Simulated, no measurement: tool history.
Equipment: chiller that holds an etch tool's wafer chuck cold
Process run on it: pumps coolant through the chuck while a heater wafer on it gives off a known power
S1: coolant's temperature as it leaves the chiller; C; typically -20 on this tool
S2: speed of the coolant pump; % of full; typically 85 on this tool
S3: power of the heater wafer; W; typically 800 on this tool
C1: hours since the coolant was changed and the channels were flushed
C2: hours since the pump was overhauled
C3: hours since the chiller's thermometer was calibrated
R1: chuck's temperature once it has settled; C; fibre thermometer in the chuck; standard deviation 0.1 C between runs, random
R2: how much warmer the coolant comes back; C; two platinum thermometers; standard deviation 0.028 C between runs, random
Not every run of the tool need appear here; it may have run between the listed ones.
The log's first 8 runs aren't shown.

run,day,S1,S2,S3,C1,C2,C3,R1,R2
# day 43.917: coolant changed, channels flushed
9,51.7,-16,85,800,187,517,3128,-9.7,3.24
# day 56.446: chiller's thermometer calibrated
10,57.758,-13,85,800,331,662,32,-6.7,3.29
11,64.083,-13,85,800,483,814,183,-6.8,3.26
12,71.846,-20,85,800,669,1000,370,-13.6,3.29
13,79.312,-15,85,800,848,1179,549,-8.7,3.3
14,83.579,-20,64,800,951,1282,651,-12.2,4.45
15,90.004,-20,85,642,1105,1436,805,-14.8,2.7
16,97.379,-20,85,642,1282,1613,982,-15,2.68
17,101.833,-11,62,800,1389,1720,1089,-3.1,4.64
18,110.558,-11,62,800,1598,1929,1299,-2.9,4.59
19,116.629,-11,62,800,1744,2075,1444,-3,4.65
20,121.779,-11,62,800,1868,2198,1568,-3.1,4.7
21,130.246,-21,85,1088,2071,2402,1771,-12.3,4.49
22,137.212,-29,71,1088,2238,2569,1938,-19.1,5.48
23,141.558,-22,76,560,2342,2673,2043,-17.1,2.75
24,150.692,-18,77,681,2562,2892,2262,-12.3,3.3
25,157.583,-16,77,754,2727,3058,2427,-9.7,3.56
26,166.283,-27,85,603,2936,3266,2636,-22.3,2.67
27,171.438,-27,85,603,3059,3390,2760,-22.1,2.69
28,175.908,-27,85,603,3167,3497,2867,-22.2,2.68
29,182.3,-20,88,807,3320,3651,3020,-13.7,3.4
30,189.275,-20,78,807,3488,3818,3188,-13.2,3.83
# day 191.462: chiller's thermometer calibrated
31,195.629,-24,96,1043,3639,3970,100,-16.3,3.94

Forecast each of these 4 alternatives for the next run:
# day 203.692: coolant pump overhauled
A,204.638,-26,97,536,3850,23,311,?,?
# day 203.692: coolant pump overhauled
B,204.638,-20,83,800,3850,23,311,?,?
# day 203.692: coolant pump overhauled
C,204.638,-16,96,924,3850,23,311,?,?
# day 203.692: coolant pump overhauled
D,204.638,-21,83,536,3850,23,311,?,?

run,R1,R2
A,-22.4,2.13
B,-13.5,3.62
C,-9.2,3.52
D,-16.6,2.5
What these runs would have given with no unlogged condition in the tool:
run,R1,R2
A,-22.4,1.81
B,-13.5,3.3
C,-9.2,3.2
D,-16.7,2.18

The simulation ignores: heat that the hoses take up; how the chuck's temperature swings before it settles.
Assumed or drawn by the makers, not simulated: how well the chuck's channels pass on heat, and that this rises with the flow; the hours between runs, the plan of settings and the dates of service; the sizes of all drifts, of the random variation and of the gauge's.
